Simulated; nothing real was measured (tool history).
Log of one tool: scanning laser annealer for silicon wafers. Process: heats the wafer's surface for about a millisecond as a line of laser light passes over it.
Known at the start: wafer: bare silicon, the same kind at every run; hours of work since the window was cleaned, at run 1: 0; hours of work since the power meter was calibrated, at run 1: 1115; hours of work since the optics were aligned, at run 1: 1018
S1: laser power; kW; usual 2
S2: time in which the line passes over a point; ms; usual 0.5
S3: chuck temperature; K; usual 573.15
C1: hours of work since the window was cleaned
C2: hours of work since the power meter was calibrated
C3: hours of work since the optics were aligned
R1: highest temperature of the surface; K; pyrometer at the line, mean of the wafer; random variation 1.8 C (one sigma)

run	hour	S1	S2	S3	C1	C2	C3	R1
1	0	2	0.5	573.15	0	1115	1018	1300.15
2	29	2	0.5	573.15	13	1128	1031	1298.15
3	73.7	2	0.5	573.15	34	1149	1052	1299.15
4	138.5	2	0.5	573.15	63	1179	1081	1296.15
5	173.6	2	0.5	573.15	79	1195	1097	1296.15
6	229.6	2	0.5	573.15	105	1220	1123	1296.15
7	285.6	2	0.5	573.15	131	1246	1149	1294.15
8	325.2	2	0.5	573.15	149	1264	1167	1293.15
9	356.9	2	0.5	573.15	163	1279	1181	1290.15
10	402.4	2	0.5	573.15	184	1299	1202	1292.15
11	470.4	2	0.5	573.15	215	1330	1233	1293.15
12	518.9	2	0.554	573.15	237	1353	1255	1326.15
13	560.7	2	0.5	573.15	257	1372	1275	1289.15
14	599.6	2	0.5	573.15	274	1390	1292	1283.15
15	663.6	2	0.5	573.15	304	1419	1322	1288.15
16	692.8	2	0.5	573.15	317	1432	1335	1283.15
17	760.8	2	0.592	573.15	348	1463	1366	1350.15
18	795.7	2	0.5	573.15	364	1479	1382	1285.15
19	848.8	2	0.5	573.15	388	1504	1406	1280.15
20	904.2	2	0.5	573.15	414	1529	1432	1279.15
# hour 951.6: optics aligned, line set to its width
21	980.2	1.976	0.48	573.15	446	1561	13	1265.15
22	1029.6	1.976	0.48	573.15	469	1584	36	1266.15
23	1081.7	1.976	0.48	573.15	493	1608	60	1264.15
# hour 1097.1: window over the wafer cleaned
24	1136.5	2	0.377	612.15	18	1632	84	1253.15
25	1167.8	2.132	0.377	592.15	32	1646	98	1284.15
26	1232.2	2	0.42	581.15	62	1676	128	1254.15
27	1291.5	1.925	0.424	581.15	89	1703	155	1226.15
28	1343.8	1.925	0.382	601.15	113	1727	179	1212.15
29	1390.7	1.816	0.437	596.15	134	1748	200	1199.15
30	1459.3	1.816	0.579	596.15	166	1780	231	1294.15
31	1512.8	1.816	0.579	596.15	190	1804	256	1292.15
32	1555.7	2.135	0.357	602.15	210	1824	276	1270.15
33	1621.7	2.135	0.357	602.15	240	1854	306	1269.15
34	1691	1.845	0.357	602.15	272	1886	337	1153.15
35	1757.9	1.978	0.435	559.15	302	1916	368	1226.15
36	1805.4	2.072	0.547	554.15	324	1938	390	1348.15
37	1867.7	2.072	0.547	554.15	353	1967	418	1350.15
38	1903.9	1.705	0.399	554.15	369	1983	435	1075.15
39	1969.2	1.86	0.438	579.15	399	2013	465	1191.15
40	2012.3	1.912	0.456	543.15	419	2033	485	1191.15

5 ways to go on from here, each from the tool as it stands after run 40. What would each give?
A	2050.6	1.77	0.563	600.15	436	2050	502	?
B	2050.6	1.907	0.5	588.15	436	2050	502	?
C	2050.6	1.902	0.423	543.15	436	2050	502	?
D	2050.6	1.909	0.456	543.15	436	2050	502	?
E	2050.6	2.028	0.456	543.15	436	2050	502	?

run	R1
A	1250.15
B	1263.15
C	1161.15
D	1188.15
E	1241.15
Without the tool's hidden state the same runs would have given:
run	R1
A	1279.15
B	1293.15
C	1188.15
D	1216.15
E	1272.15

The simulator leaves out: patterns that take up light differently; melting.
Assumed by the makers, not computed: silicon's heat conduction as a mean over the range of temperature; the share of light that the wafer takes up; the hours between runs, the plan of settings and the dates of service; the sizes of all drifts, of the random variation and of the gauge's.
